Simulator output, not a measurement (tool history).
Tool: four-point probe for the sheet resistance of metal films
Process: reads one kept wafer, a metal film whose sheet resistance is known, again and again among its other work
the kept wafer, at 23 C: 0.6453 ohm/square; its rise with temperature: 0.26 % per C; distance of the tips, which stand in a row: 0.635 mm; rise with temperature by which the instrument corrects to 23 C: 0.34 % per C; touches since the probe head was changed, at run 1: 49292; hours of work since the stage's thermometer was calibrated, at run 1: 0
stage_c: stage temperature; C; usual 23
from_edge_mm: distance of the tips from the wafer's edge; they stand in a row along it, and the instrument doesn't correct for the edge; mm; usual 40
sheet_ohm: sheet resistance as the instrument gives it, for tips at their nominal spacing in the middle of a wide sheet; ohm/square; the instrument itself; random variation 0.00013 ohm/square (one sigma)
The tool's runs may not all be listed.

run	day	stage_c	from_edge_mm	touches since the probe head was changed	hours of work since the stage's thermometer was calibrated	sheet_ohm
1	0	23	40	49292	0	0.647074
2	3.512	23	40	54478	62	0.646752
3	7.65	23	40	60578	134	0.646537
4	13.342	23	23	68982	234	0.646691
5	16.229	23	40	73239	284	0.646279
6	19.642	23	40	78274	344	0.646014
7	24.779	23	40	85856	434	0.645486
8	29.004	23	14	92092	508	0.646182
9	31.396	23	40	95618	550	0.645305
10	33.862	23	40	99259	593	0.645262
11	36.625	23	40	103334	641	0.645138
12	40.158	23	40	108551	703	0.644981
13	42.808	23	40	112463	750	0.64501
14	48.042	23	40	120186	841	0.644507
15	53.183	23	40	127771	931	0.644241
16	58.579	23	40	135732	1026	0.644052
17	61.967	23	40	140731	1085	0.643662
18	66.329	23	40	147169	1161	0.643592
19	69.458	23	5	151786	1216	0.649006
# day 72.025: new probe head fitted
20	74.254	23	54	3288	1300	0.645372
21	79.508	23	3	11044	1392	0.660241
22	84.296	23	3	18106	1475	0.659952
23	89.771	23	3	26185	1571	0.659691
24	92.462	23	3	30159	1618	0.659474
# day 92.942: stage's thermometer calibrated
25	95.683	19	24	34882	48	0.646939
26	100.104	22	19	41405	125	0.644854
27	102.454	33	70	44870	167	0.638462
# day 103.658: stage's thermometer calibrated, once more
28	107.008	33	3	51563	59	0.652718
29	111.621	33	60	58368	139	0.637649
30	114.225	28	3	62213	185	0.655151
31	117.933	28	3	67685	250	0.655089
32	122.254	21	8	74058	326	0.645663
33	127.642	23	25	82009	420	0.642229
34	133.483	23	25	90630	522	0.642035
35	136.667	23	25	95327	578	0.641841
36	141.1	23	40	101871	656	0.64163
37	144.021	25	10	106178	707	0.641704
38	149.7	22	11	114557	806	0.642802
39	154.604	33	23	121794	892	0.635642
40	158.271	26	10	127206	956	0.640321
41	163.475	29	10	134882	1047	0.638297
42	166.838	33	31	139846	1106	0.635234
43	170.683	18	6	145523	1174	0.646648
44	173.446	34	10	149597	1222	0.635562
# day 177.267: new probe head fitted
45	177.521	22	9	377	1293	0.648965
46	181.188	33	17	5788	1357	0.641428

3 ways to go on from here, each from the tool as it stands after run 46. What would each give?
A	184.167	22	11	10182	1409	?
B	184.167	33	63	10182	1409	?
C	184.167	19	5	10182	1409	?

run	sheet_ohm
A	0.647958
B	0.640898
C	0.654284
Without the tool's hidden state the same runs would have given:
run	sheet_ohm
A	0.646927
B	0.639884
C	0.653241
